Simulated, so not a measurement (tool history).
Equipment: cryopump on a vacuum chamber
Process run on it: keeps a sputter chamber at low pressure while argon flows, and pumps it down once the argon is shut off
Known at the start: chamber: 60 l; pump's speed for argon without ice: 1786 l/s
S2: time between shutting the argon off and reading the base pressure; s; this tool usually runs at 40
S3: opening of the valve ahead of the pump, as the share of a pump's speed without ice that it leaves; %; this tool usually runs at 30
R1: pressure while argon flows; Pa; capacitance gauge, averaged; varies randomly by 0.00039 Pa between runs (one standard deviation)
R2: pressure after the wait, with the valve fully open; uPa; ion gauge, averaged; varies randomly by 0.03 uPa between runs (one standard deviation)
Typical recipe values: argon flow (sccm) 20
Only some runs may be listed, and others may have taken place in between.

{"run": 1, "hour": 0.0, "argon flow (sccm)": 20, "S2": 40, "S3": 30, "R1": 0.0638, "R2": 2.51}
{"run": 2, "hour": 8.6, "argon flow (sccm)": 20, "S2": 40, "S3": 30, "R1": 0.0641, "R2": 2.61}
{"run": 3, "hour": 23.3, "argon flow (sccm)": 20, "S2": 40, "S3": 30, "R1": 0.0636, "R2": 2.57}
{"run": 4, "hour": 35.6, "argon flow (sccm)": 20, "S2": 40, "S3": 30, "R1": 0.0631, "R2": 2.64}
{"run": 5, "hour": 54.0, "argon flow (sccm)": 20, "S2": 25, "S3": 30, "R1": 0.0628, "R2": 3.34}
{"run": 6, "hour": 69.4, "argon flow (sccm)": 20, "S2": 40, "S3": 30, "R1": 0.0638, "R2": 2.53}
{"run": 7, "hour": 90.5, "argon flow (sccm)": 35, "S2": 40, "S3": 30, "R1": 0.1107, "R2": 2.63}
{"run": 8, "hour": 110.3, "argon flow (sccm)": 8, "S2": 40, "S3": 30, "R1": 0.0251, "R2": 2.62}
{"run": 9, "hour": 120.3, "argon flow (sccm)": 20, "S2": 40, "S3": 22, "R1": 0.0872, "R2": 2.55}
{"run": 10, "hour": 135.1, "argon flow (sccm)": 20, "S2": 118, "S3": 30, "R1": 0.0634, "R2": 1.72}
{"run": 11, "hour": 146.9, "argon flow (sccm)": 20, "S2": 118, "S3": 30, "R1": 0.0644, "R2": 1.69}
{"run": 12, "hour": 161.1, "argon flow (sccm)": 20, "S2": 55, "S3": 30, "R1": 0.0632, "R2": 2.32}
{"run": 13, "hour": 174.3, "argon flow (sccm)": 20, "S2": 55, "S3": 30, "R1": 0.0634, "R2": 2.21}
{"run": 14, "hour": 183.8, "argon flow (sccm)": 20, "S2": 273, "S3": 30, "R1": 0.0643, "R2": 1.49}
{"run": 15, "hour": 192.4, "argon flow (sccm)": 20, "S2": 273, "S3": 30, "R1": 0.0642, "R2": 1.49}
{"run": 16, "hour": 208.1, "argon flow (sccm)": 20, "S2": 55, "S3": 30, "R1": 0.0637, "R2": 2.23}
{"run": 17, "hour": 223.1, "argon flow (sccm)": 19, "S2": 51, "S3": 30, "R1": 0.0608, "R2": 2.26}
{"run": 18, "hour": 238.3, "argon flow (sccm)": 19, "S2": 51, "S3": 30, "R1": 0.0605, "R2": 2.37}
{"run": 19, "hour": 251.5, "argon flow (sccm)": 36, "S2": 50, "S3": 52, "R1": 0.0673, "R2": 2.34}
{"run": 20, "hour": 264.7, "argon flow (sccm)": 36, "S2": 50, "S3": 52, "R1": 0.0677, "R2": 2.34}
{"run": 21, "hour": 273.9, "argon flow (sccm)": 20, "S2": 191, "S3": 22, "R1": 0.0864, "R2": 1.58}
{"run": 22, "hour": 291.0, "argon flow (sccm)": 20, "S2": 191, "S3": 22, "R1": 0.0875, "R2": 1.62}
{"run": 23, "hour": 304.9, "argon flow (sccm)": 20, "S2": 40, "S3": 33, "R1": 0.0585, "R2": 2.6}
{"run": 24, "hour": 321.4, "argon flow (sccm)": 20, "S2": 40, "S3": 33, "R1": 0.0591, "R2": 2.66}
{"run": 25, "hour": 335.6, "argon flow (sccm)": 20, "S2": 25, "S3": 25, "R1": 0.0768, "R2": 3.39}
{"run": 26, "hour": 355.1, "argon flow (sccm)": 20, "S2": 25, "S3": 25, "R1": 0.0763, "R2": 3.46}
{"run": 27, "hour": 376.1, "argon flow (sccm)": 20, "S2": 25, "S3": 25, "R1": 0.0764, "R2": 3.49}
{"run": 28, "hour": 391.3, "argon flow (sccm)": 20, "S2": 40, "S3": 48, "R1": 0.0408, "R2": 2.67}
{"run": 29, "hour": 404.0, "argon flow (sccm)": 20, "S2": 21, "S3": 48, "R1": 0.041, "R2": 3.91}
{"run": 30, "hour": 420.8, "argon flow (sccm)": 20, "S2": 226, "S3": 56, "R1": 0.0351, "R2": 1.56}
{"run": 31, "hour": 441.0, "argon flow (sccm)": 21, "S2": 40, "S3": 33, "R1": 0.0617, "R2": 2.68}
{"run": 32, "hour": 452.7, "argon flow (sccm)": 21, "S2": 289, "S3": 19, "R1": 0.1057, "R2": 1.6}

Predict each of these 4 candidate next runs independently; none follows another, all start after run 32:
{"run": "A", "hour": 472.1, "argon flow (sccm)": 21, "S2": 120, "S3": 16, "R1": "?", "R2": "?"}
{"run": "B", "hour": 472.1, "argon flow (sccm)": 40, "S2": 289, "S3": 19, "R1": "?", "R2": "?"}
{"run": "C", "hour": 472.1, "argon flow (sccm)": 20, "S2": 165, "S3": 26, "R1": "?", "R2": "?"}
{"run": "D", "hour": 472.1, "argon flow (sccm)": 20, "S2": 40, "S3": 43, "R1": "?", "R2": "?"}

run=A R1=0.1253 R2=1.85
run=B R1=0.2031 R2=1.58
run=C R1=0.074 R2=1.75
run=D R1=0.0457 R2=2.73
What these runs would have given with no unlogged condition in the tool:
run=A R1=0.1236 R2=0.59
run=B R1=0.1999 R2=0.37
run=C R1=0.0723 R2=0.52
run=D R1=0.044 R2=1.48

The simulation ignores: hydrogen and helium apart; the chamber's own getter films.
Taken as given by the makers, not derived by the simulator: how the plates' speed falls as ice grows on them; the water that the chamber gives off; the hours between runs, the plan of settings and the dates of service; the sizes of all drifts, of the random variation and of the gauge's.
